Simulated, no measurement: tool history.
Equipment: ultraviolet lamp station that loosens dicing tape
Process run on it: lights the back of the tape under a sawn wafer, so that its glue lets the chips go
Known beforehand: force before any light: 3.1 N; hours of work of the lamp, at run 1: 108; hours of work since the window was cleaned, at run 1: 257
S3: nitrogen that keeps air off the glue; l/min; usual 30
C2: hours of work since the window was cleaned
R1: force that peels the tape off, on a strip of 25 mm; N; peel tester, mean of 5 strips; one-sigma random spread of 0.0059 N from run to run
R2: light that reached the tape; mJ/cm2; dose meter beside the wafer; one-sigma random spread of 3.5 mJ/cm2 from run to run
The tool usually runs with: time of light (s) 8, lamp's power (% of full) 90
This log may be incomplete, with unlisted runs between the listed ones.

{"run": 1, "hour": 0.0, "time of light (s)": 8, "lamp's power (% of full)": 90, "S3": 30, "hours of work of the lamp": 108, "C2": 257, "R1": 0.189, "R2": 515}
{"run": 2, "hour": 10.2, "time of light (s)": 8, "lamp's power (% of full)": 90, "S3": 30, "hours of work of the lamp": 112, "C2": 261, "R1": 0.177, "R2": 522}
{"run": 3, "hour": 19.3, "time of light (s)": 8, "lamp's power (% of full)": 90, "S3": 30, "hours of work of the lamp": 116, "C2": 265, "R1": 0.19, "R2": 514}
{"run": 4, "hour": 24.6, "time of light (s)": 8, "lamp's power (% of full)": 90, "S3": 30, "hours of work of the lamp": 119, "C2": 267, "R1": 0.175, "R2": 514}
{"run": 5, "hour": 35.6, "time of light (s)": 8, "lamp's power (% of full)": 90, "S3": 30, "hours of work of the lamp": 123, "C2": 272, "R1": 0.194, "R2": 507}
{"hour": 36.8, "done": "window cleaned of glue's vapour"}
{"run": 6, "hour": 44.8, "time of light (s)": 8, "lamp's power (% of full)": 90, "S3": 30, "hours of work of the lamp": 127, "C2": 3, "R1": 0.194, "R2": 499}
{"run": 7, "hour": 54.0, "time of light (s)": 8, "lamp's power (% of full)": 90, "S3": 30, "hours of work of the lamp": 131, "C2": 7, "R1": 0.195, "R2": 492}
{"run": 8, "hour": 61.6, "time of light (s)": 5, "lamp's power (% of full)": 90, "S3": 11, "hours of work of the lamp": 134, "C2": 11, "R1": 0.744, "R2": 306}
{"hour": 70.9, "done": "window cleaned of glue's vapour, once more"}
{"run": 9, "hour": 70.9, "time of light (s)": 10, "lamp's power (% of full)": 90, "S3": 21, "hours of work of the lamp": 138, "C2": 0, "R1": 0.149, "R2": 667}
{"run": 10, "hour": 75.9, "time of light (s)": 11, "lamp's power (% of full)": 61, "S3": 12, "hours of work of the lamp": 140, "C2": 2, "R1": 0.301, "R2": 495}
{"run": 11, "hour": 84.4, "time of light (s)": 5, "lamp's power (% of full)": 81, "S3": 30, "hours of work of the lamp": 144, "C2": 6, "R1": 0.478, "R2": 299}
{"run": 12, "hour": 92.3, "time of light (s)": 5, "lamp's power (% of full)": 81, "S3": 30, "hours of work of the lamp": 147, "C2": 9, "R1": 0.466, "R2": 296}

4 options for the next run, each taken on its own from the tool as it stands now. Forecast them:
{"run": "A", "hour": 102.9, "time of light (s)": 4, "lamp's power (% of full)": 69, "S3": 53, "hours of work of the lamp": 152, "C2": 14, "R1": "?", "R2": "?"}
{"run": "B", "hour": 102.9, "time of light (s)": 8, "lamp's power (% of full)": 90, "S3": 36, "hours of work of the lamp": 152, "C2": 14, "R1": "?", "R2": "?"}
{"run": "C", "hour": 102.9, "time of light (s)": 5, "lamp's power (% of full)": 81, "S3": 10, "hours of work of the lamp": 152, "C2": 14, "R1": "?", "R2": "?"}
{"run": "D", "hour": 102.9, "time of light (s)": 8, "lamp's power (% of full)": 97, "S3": 38, "hours of work of the lamp": 152, "C2": 14, "R1": "?", "R2": "?"}

run=A R1=0.707 R2=201
run=B R1=0.163 R2=531
run=C R1=0.769 R2=295
run=D R1=0.16 R2=567
Had the tool no hidden state, the same runs would have come out as:
run=A R1=0.638 R2=217
run=B R1=0.146 R2=571
run=C R1=0.698 R2=318
run=D R1=0.148 R2=610

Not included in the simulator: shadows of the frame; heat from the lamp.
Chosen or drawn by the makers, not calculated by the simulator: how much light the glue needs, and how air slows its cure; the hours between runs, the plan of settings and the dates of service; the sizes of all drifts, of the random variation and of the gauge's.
